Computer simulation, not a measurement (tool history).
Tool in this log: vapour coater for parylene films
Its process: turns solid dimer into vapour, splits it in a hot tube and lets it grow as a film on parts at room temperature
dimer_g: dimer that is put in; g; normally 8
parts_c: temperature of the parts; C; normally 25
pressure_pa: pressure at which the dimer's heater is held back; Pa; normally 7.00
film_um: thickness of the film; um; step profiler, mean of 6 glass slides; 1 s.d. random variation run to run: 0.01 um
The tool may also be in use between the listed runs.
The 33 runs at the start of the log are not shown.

| run | hour | dimer_g | parts_c | pressure_pa | hours of work since the trap's valve was overhauled | hours of work since the table's thermometer was calibrated | film_um |
|---|---|---|---|---|---|---|---|
| 34 | 446.8 | 14 | 32 | 6.05 | 46 | 302 | 2.28 |
| 35 | 455.8 | 8 | 25 | 4.13 | 51 | 306 | 1.86 |
| 36 | 473.4 | 8 | 25 | 4.13 | 59 | 314 | 1.87 |
| 37 | 483.3 | 8 | 21 | 7.00 | 64 | 319 | 2.04 |
| 38 | 494.6 | 10 | 25 | 8.28 | 69 | 324 | 2.10 |
| 39 | 505.9 | 9 | 19 | 9.36 | 74 | 330 | 2.38 |
| 40 | 519.5 | 9 | 19 | 9.36 | 81 | 336 | 2.38 |
| 41 | 534.9 | 5 | 27 | 7.53 | 88 | 343 | 0.97 |
| 42 | 549.9 | 6 | 19 | 3.30 | 95 | 350 | 1.87 |
| 43 | 557.7 | 8 | 25 | 6.55 | 99 | 354 | 1.74 |

Predict the results of run 44:
| 44 | 570.4 | 8 | 25 | 6.55 | 105 | 360 | ? |

{"run 44": {"film_um": 1.73}}
Minus the tool's unlogged condition, the same run would have read film_um 1.73 um.
